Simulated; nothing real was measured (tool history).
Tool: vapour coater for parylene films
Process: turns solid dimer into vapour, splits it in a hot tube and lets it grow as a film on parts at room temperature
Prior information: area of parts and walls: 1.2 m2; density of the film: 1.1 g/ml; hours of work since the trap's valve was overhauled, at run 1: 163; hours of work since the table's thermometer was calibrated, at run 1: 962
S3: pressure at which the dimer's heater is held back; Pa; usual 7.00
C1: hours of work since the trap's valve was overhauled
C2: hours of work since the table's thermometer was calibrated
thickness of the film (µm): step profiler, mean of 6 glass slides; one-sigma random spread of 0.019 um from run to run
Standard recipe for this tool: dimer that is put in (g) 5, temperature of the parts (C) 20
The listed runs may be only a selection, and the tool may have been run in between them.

Run 1, hour 0.0: usual settings; C1 163; C2 962. Result: thickness of the film (µm) 2.12.
Run 2, hour 54.1: usual settings; C1 189; C2 987. Result: thickness of the film (µm) 2.06.
Run 3, hour 106.8: usual settings but temperature of the parts (C) 30; C1 213; C2 1012. Result: thickness of the film (µm) 1.28.
Run 4, hour 173.7: usual settings but temperature of the parts (C) 30; C1 245; C2 1043. Result: thickness of the film (µm) 1.28.
Run 5, hour 246.0: usual settings but temperature of the parts (C) 29; C1 279; C2 1077. Result: thickness of the film (µm) 1.33.
Run 6, hour 319.4: usual settings but temperature of the parts (C) 29; C1 313; C2 1111. Result: thickness of the film (µm) 1.32.
Run 7, hour 386.4: usual settings but temperature of the parts (C) 29; C1 345; C2 1143. Result: thickness of the film (µm) 1.29.
Run 8, hour 435.8: usual settings; C1 368; C2 1166. Result: thickness of the film (µm) 1.97.
Run 9, hour 496.1: usual settings; C1 396; C2 1194. Result: thickness of the film (µm) 1.95.
Run 10, hour 571.0: usual settings; C1 431; C2 1230. Result: thickness of the film (µm) 1.93.
At hour 618.1: trap's valve overhauled.
Run 11, hour 641.7: usual settings; C1 11; C2 1261. Result: thickness of the film (µm) 2.27.
Run 12, hour 688.6: usual settings but S3 2.28 Pa; C1 33; C2 1283. Result: thickness of the film (µm) 2.57.
Run 13, hour 724.4: usual settings but S3 2.28 Pa; C1 50; C2 1300. Result: thickness of the film (µm) 2.54.
Run 14, hour 797.9: usual settings; C1 84; C2 1334. Result: thickness of the film (µm) 2.18.
Run 15, hour 873.4: usual settings but dimer that is put in (g) 3; C1 120; C2 1370. Result: thickness of the film (µm) 1.30.
Run 16, hour 929.1: usual settings; C1 146; C2 1396. Result: thickness of the film (µm) 2.13.
Run 17, hour 1000.0: usual settings; C1 179; C2 1429. Result: thickness of the film (µm) 2.16.
Run 18, hour 1044.9: usual settings; C1 200; C2 1450. Result: thickness of the film (µm) 2.09.
Run 19, hour 1087.9: usual settings but S3 8.86 Pa; C1 221; C2 1470. Result: thickness of the film (µm) 2.05.
Run 20, hour 1168.5: usual settings; C1 258; C2 1508. Result: thickness of the film (µm) 2.04.
Run 21, hour 1210.9: usual settings; C1 278; C2 1528. Result: thickness of the film (µm) 2.04.
Run 22, hour 1293.9: usual settings but dimer that is put in (g) 7, temperature of the parts (C) 29, S3 3.35 Pa; C1 317; C2 1567. Result: thickness of the film (µm) 2.02.
Run 23, hour 1358.5: usual settings but temperature of the parts (C) 32; C1 348; C2 1597. Result: thickness of the film (µm) 1.14.
Run 24, hour 1428.0: usual settings but dimer that is put in (g) 6, temperature of the parts (C) 27, S3 6.74 Pa; C1 380; C2 1630. Result: thickness of the film (µm) 1.70.
Run 25, hour 1503.4: usual settings but temperature of the parts (C) 14, S3 3.77 Pa; C1 416; C2 1665. Result: thickness of the film (µm) 2.82.
Run 26, hour 1562.7: usual settings but temperature of the parts (C) 14, S3 3.77 Pa; C1 444; C2 1693. Result: thickness of the film (µm) 2.78.
At hour 1588.5: trap's valve overhauled.
Run 27, hour 1648.3: usual settings but temperature of the parts (C) 14, S3 3.77 Pa; C1 28; C2 1732. Result: thickness of the film (µm) 3.22.
Run 28, hour 1700.0: usual settings but temperature of the parts (C) 14, S3 3.77 Pa; C1 52; C2 1756. Result: thickness of the film (µm) 3.19.
Run 29, hour 1781.5: usual settings but temperature of the parts (C) 14, S3 5.30 Pa; C1 91; C2 1794. Result: thickness of the film (µm) 3.02.
Run 30, hour 1834.4: usual settings but S3 2.01 Pa; C1 115; C2 1819. Result: thickness of the film (µm) 2.52.
Run 31, hour 1876.8: usual settings but temperature of the parts (C) 19; C1 135; C2 1839. Result: thickness of the film (µm) 2.27.
Run 32, hour 1916.3: usual settings but dimer that is put in (g) 7, temperature of the parts (C) 19, S3 3.62 Pa; C1 154; C2 1857. Result: thickness of the film (µm) 3.40.
Run 33, hour 1979.4: usual settings but dimer that is put in (g) 7, temperature of the parts (C) 19, S3 3.62 Pa; C1 184; C2 1887. Result: thickness of the film (µm) 3.41.
Run 34, hour 2015.0: usual settings but temperature of the parts (C) 15; C1 200; C2 1904. Result: thickness of the film (µm) 2.70.
Run 35, hour 2095.5: usual settings but dimer that is put in (g) 6, temperature of the parts (C) 32, S3 11.93 Pa; C1 238; C2 1942. Result: thickness of the film (µm) 1.36.
Run 36, hour 2142.2: usual settings but temperature of the parts (C) 22, S3 5.81 Pa; C1 260; C2 1964. Result: thickness of the film (µm) 1.93.
Run 37, hour 2198.0: usual settings but temperature of the parts (C) 16, S3 9.72 Pa; C1 286; C2 1990. Result: thickness of the film (µm) 2.39.
Run 38, hour 2244.8: usual settings but dimer that is put in (g) 7, temperature of the parts (C) 21; C1 308; C2 2012. Result: thickness of the film (µm) 2.74.
Run 39, hour 2310.6: usual settings but temperature of the parts (C) 19, S3 8.76 Pa; C1 339; C2 2043. Result: thickness of the film (µm) 2.03.
At hour 2321.1: table's thermometer calibrated.
Run 40, hour 2351.6: usual settings but temperature of the parts (C) 15, S3 2.13 Pa; C1 358; C2 14. Result: thickness of the film (µm) 2.80.
Run 41, hour 2420.2: usual settings but dimer that is put in (g) 8, temperature of the parts (C) 19, S3 8.56 Pa; C1 390; C2 47. Result: thickness of the film (µm) 3.11.

Below, some changes in thickness of the film (µm) between adjacent runs. For each, the amount present without the hidden state too (settings, incoming material, random variation) and the amount remaining for the hidden state with gauge scatter not shared by both compared results:
Unlogged tool condition in this case: vapour lost through the trap's worn valve, %; true temperature of the parts over the reading, C; drift of the gauge itself on film_um, %.
Run 10 -> 11: trap's valve overhauled. thickness of the film (µm) +0.34: hidden state +0.32, all else +0.02.
Run 24 -> 25: dimer that is put in (g) 6 -> 5, temperature of the parts (C) 27 -> 14, S3 6.74 -> 3.77. thickness of the film (µm) +1.12: hidden state -0.16, all else +1.28.
Run 26 -> 27: trap's valve overhauled. thickness of the film (µm) +0.44: hidden state +0.44, all else +0.00.
Run 31 -> 32: dimer that is put in (g) 5 -> 7, S3 7.00 -> 3.62. thickness of the film (µm) +1.13: hidden state -0.03, all else +1.16.
Run 34 -> 35: dimer that is put in (g) 5 -> 6, temperature of the parts (C) 15 -> 32, S3 7.00 -> 11.93. thickness of the film (µm) -1.34: hidden state +0.03, all else -1.37.
Run 39 -> 40: temperature of the parts (C) 19 -> 15, S3 8.76 -> 2.13, table's thermometer calibrated. thickness of the film (µm) +0.77: hidden state -0.24, all else +1.01.

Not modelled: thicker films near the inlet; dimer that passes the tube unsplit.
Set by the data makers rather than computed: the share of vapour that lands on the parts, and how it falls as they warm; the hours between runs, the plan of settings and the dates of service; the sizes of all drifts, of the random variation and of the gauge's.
